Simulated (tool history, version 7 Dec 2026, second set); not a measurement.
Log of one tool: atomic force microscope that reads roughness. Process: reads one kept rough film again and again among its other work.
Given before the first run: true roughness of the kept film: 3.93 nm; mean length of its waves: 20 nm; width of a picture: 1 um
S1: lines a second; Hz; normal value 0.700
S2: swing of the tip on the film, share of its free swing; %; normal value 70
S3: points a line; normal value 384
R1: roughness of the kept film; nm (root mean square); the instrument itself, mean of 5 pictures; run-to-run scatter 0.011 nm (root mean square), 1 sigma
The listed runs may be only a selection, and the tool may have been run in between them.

run 1 hour=0.0 | S1=0.700 S2=70 S3=384 | R1=1.766
-- hour=31.4 new tip fitted
run 2 hour=75.3 | S1=0.700 S2=70 S3=384 | R1=2.282
run 3 hour=134.3 | S1=0.700 S2=65 S3=384 | R1=1.957
run 4 hour=184.0 | S1=0.700 S2=81 S3=384 | R1=1.671
-- hour=205.4 new tip fitted
run 5 hour=242.3 | S1=0.700 S2=81 S3=384 | R1=2.226
run 6 hour=303.4 | S1=0.700 S2=81 S3=384 | R1=1.886
-- hour=376.0 new tip fitted
run 7 hour=376.0 | S1=1.228 S2=70 S3=384 | R1=2.574
run 8 hour=416.9 | S1=1.228 S2=70 S3=384 | R1=2.257
run 9 hour=453.7 | S1=0.700 S2=70 S3=941 | R1=2.121
run 10 hour=512.0 | S1=0.700 S2=70 S3=941 | R1=1.847
-- hour=547.8 new tip fitted
run 11 hour=585.2 | S1=0.700 S2=70 S3=384 | R1=2.296
run 12 hour=662.8 | S1=0.700 S2=70 S3=384 | R1=1.872
-- hour=720.6 new tip fitted
run 13 hour=721.8 | S1=0.700 S2=67 S3=384 | R1=2.643
run 14 hour=786.9 | S1=0.700 S2=67 S3=384 | R1=2.165
run 15 hour=826.0 | S1=0.700 S2=67 S3=384 | R1=1.954
run 16 hour=858.6 | S1=3.303 S2=70 S3=384 | R1=1.605
-- hour=892.9 new tip fitted
run 17 hour=922.0 | S1=0.700 S2=70 S3=521 | R1=2.382
run 18 hour=974.5 | S1=0.700 S2=70 S3=521 | R1=2.027
run 19 hour=1051.8 | S1=0.700 S2=70 S3=521 | R1=1.676
-- hour=1064.6 new tip fitted
run 20 hour=1086.4 | S1=0.700 S2=70 S3=384 | R1=2.445
run 21 hour=1157.9 | S1=0.892 S2=66 S3=462 | R1=2.000
run 22 hour=1198.1 | S1=2.424 S2=83 S3=679 | R1=1.495
-- hour=1235.1 new tip fitted
run 23 hour=1263.2 | S1=3.496 S2=70 S3=384 | R1=2.062
-- hour=1270.2 height scale calibrated on a step standard
run 24 hour=1330.5 | S1=0.726 S2=70 S3=284 | R1=1.915
-- hour=1394.1 height scale calibrated on a step standard, once more
run 25 hour=1397.2 | S1=0.726 S2=70 S3=284 | R1=1.651

Estimate the outcome of run 26 from the log above:
-- hour=1410.4 new tip fitted
run 26 hour=1434.8 | S1=0.700 S2=74 S3=398 | R1=?

Logged for run 26: R1 2.436 nm (root mean square).
With no hidden state in the tool, this same run would have given R1 2.652 nm (root mean square).
